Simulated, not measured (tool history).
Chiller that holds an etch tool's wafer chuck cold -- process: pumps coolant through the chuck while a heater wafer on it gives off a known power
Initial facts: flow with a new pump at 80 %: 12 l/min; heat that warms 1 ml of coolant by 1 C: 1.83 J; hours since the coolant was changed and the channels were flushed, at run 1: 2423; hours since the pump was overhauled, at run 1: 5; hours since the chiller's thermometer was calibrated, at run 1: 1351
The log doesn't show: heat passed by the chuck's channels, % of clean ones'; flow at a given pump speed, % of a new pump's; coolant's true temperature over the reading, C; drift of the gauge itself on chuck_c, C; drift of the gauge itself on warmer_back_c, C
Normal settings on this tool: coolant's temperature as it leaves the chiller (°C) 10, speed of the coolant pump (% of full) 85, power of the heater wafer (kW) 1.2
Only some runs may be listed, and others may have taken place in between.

run   hour  coolant's temperature as it leaves the chiller (°C)  speed of the coolant pump (% of full)  power of the heater wafer (kW)  hours since the coolant was changed and the channels were flushed  hours since the pump was overhauled  hours since the chiller's thermometer was calibrated  chuck's temperature once it has settled (°C)  how much warmer the coolant comes back (C)
  1      0                                                   10                                     85                             1.2                                                               2423                                    5                                                  1351                                          25.3                                        2.99
  2   18.9                                                   10                                     85                             1.2                                                               2442                                   24                                                  1370                                          25.3                                        3.04
  3   53.1                                                   16                                     85                             1.2                                                               2476                                   58                                                  1404                                          31.2                                        3.08
  4   78.5                                                    9                                     85                             1.2                                                               2502                                   84                                                  1429                                          24.2                                        3.14
  5  115.4                                                    9                                     85                             1.2                                                               2539                                  121                                                  1466                                          24.3                                        3.07
  6  139.4                                                   10                                     85                             1.2                                                               2563                                  144                                                  1490                                          25.1                                        3.08
  7  162.9                                                   10                                     85                             1.2                                                               2586                                  168                                                  1514                                          25.3                                        3.11
  8  182.8                                                   10                                     72                             1.2                                                               2606                                  188                                                  1534                                          26.5                                        3.62
  9  222.7                                                   10                                     72                             1.2                                                               2646                                  228                                                  1573                                          26.7                                        3.63
 10  256.5                                                   10                                     72                             1.2                                                               2680                                  262                                                  1607                                          26.5                                        3.65
 11  280.9                                                   10                                     85                            1.44                                                               2704                                  286                                                  1632                                          28.3                                        3.72
 12  299.4                                                   17                                     85                            1.44                                                               2723                                  305                                                  1650                                          35.4                                        3.73
 13  327.6                                                   17                                     80                            1.44                                                               2751                                  333                                                  1678                                          36.1                                        3.93
 14  346.9                                                   17                                     80                            1.44                                                               2770                                  352                                                  1698                                          35.9                                        3.97
 15  371.9                                                   17                                     80                            1.44                                                               2795                                  377                                                  1723                                          35.8                                        3.93
 16    395                                                   17                                     80                            1.44                                                               2818                                  400                                                  1746                                          35.9                                        3.94
 17  423.8                                                   17                                     80                            1.44                                                               2847                                  429                                                  1775                                          35.8                                        3.96
 18  450.8                                                   18                                     82                            1.44                                                               2874                                  456                                                  1802                                          36.8                                        3.83
     454.8  -- chiller's thermometer calibrated
 19  474.3                                                   18                                     82                            1.44                                                               2897                                  478                                                    20                                          36.6                                        3.87
 20  512.2                                                   20                                     84                             1.2                                                               2935                                  516                                                    57                                          35.6                                        3.18
     535.4  -- chiller's thermometer calibrated, once more
 21  538.5                                                   10                                     92                           1.068                                                               2960                                  542                                                     3                                            23                                        2.53
 22  559.2                                                   10                                     92                           1.068                                                               2981                                  562                                                    24                                          22.8                                        2.55
 23  591.2                                                   19                                     68                             1.2                                                               3013                                  594                                                    56                                          35.9                                        3.93
 24    615                                                   13                                     69                           0.984                                                               3036                                  618                                                    80                                          27.2                                        3.19
 25  639.8                                                   10                                     73                           1.346                                                               3061                                  643                                                   104                                          28.4                                        4.08
 26  658.6                                                   11                                     89                           1.346                                                               3080                                  662                                                   123                                          27.6                                         3.3
 27  696.2                                                   11                                     89                           1.346                                                               3118                                  699                                                   161                                          27.6                                        3.28
 28  727.8                                                   15                                     86                           0.648                                                               3149                                  731                                                   192                                          23.5                                        1.65
 29  751.8                                                   15                                     86                           0.612                                                               3173                                  755                                                   216                                          22.7                                        1.65
 30    790                                                   15                                     64                           0.612                                                               3211                                  793                                                   255                                          23.9                                        2.11
 31  828.4                                                   14                                     92                           1.195                                                               3250                                  832                                                   293                                          28.9                                        2.83
 32  862.9                                                    1                                     71                           1.438                                                               3284                                  866                                                   328                                          20.9                                        4.53

Measured less the same run without the tool's hidden state. The same run-to-run variation is in both; the gauge's scatter may not be:
run  chuck's temperature once it has settled (°C)  how much warmer the coolant comes back (C)
  1                                          +0.7                                       -0.01
  2                                          +0.7                                          +0
  3                                          +0.7                                          +0
  4                                          +0.8                                          +0
  5                                          +0.8                                       +0.01
  6                                          +0.8                                       +0.01
  7                                          +0.8                                          +0
  8                                          +0.9                                       +0.01
  9                                          +0.9                                       +0.01
 10                                          +0.8                                       +0.02
 11                                          +0.9                                       +0.02
 12                                            +1                                       +0.01
 13                                          +1.1                                       +0.02
 14                                            +1                                       +0.02
 15                                          +1.1                                       +0.03
 16                                          +1.1                                       +0.02
 17                                            +1                                       +0.03
 18                                          +1.1                                       +0.03
 19                                          +1.1                                       +0.03
 20                                          +0.9                                       +0.03
 21                                          +0.7                                       +0.02
 22                                          +0.6                                       +0.02
 23                                          +0.8                                       +0.03
 24                                          +0.8                                       +0.03
 25                                            +1                                       +0.04
 26                                          +0.9                                       +0.04
 27                                          +0.9                                       +0.03
 28                                          +0.5                                       +0.02
 29                                          +0.5                                       +0.02
 30                                          +0.6                                       +0.03
 31                                          +0.9                                       +0.04
 32                                          +1.1                                       +0.06

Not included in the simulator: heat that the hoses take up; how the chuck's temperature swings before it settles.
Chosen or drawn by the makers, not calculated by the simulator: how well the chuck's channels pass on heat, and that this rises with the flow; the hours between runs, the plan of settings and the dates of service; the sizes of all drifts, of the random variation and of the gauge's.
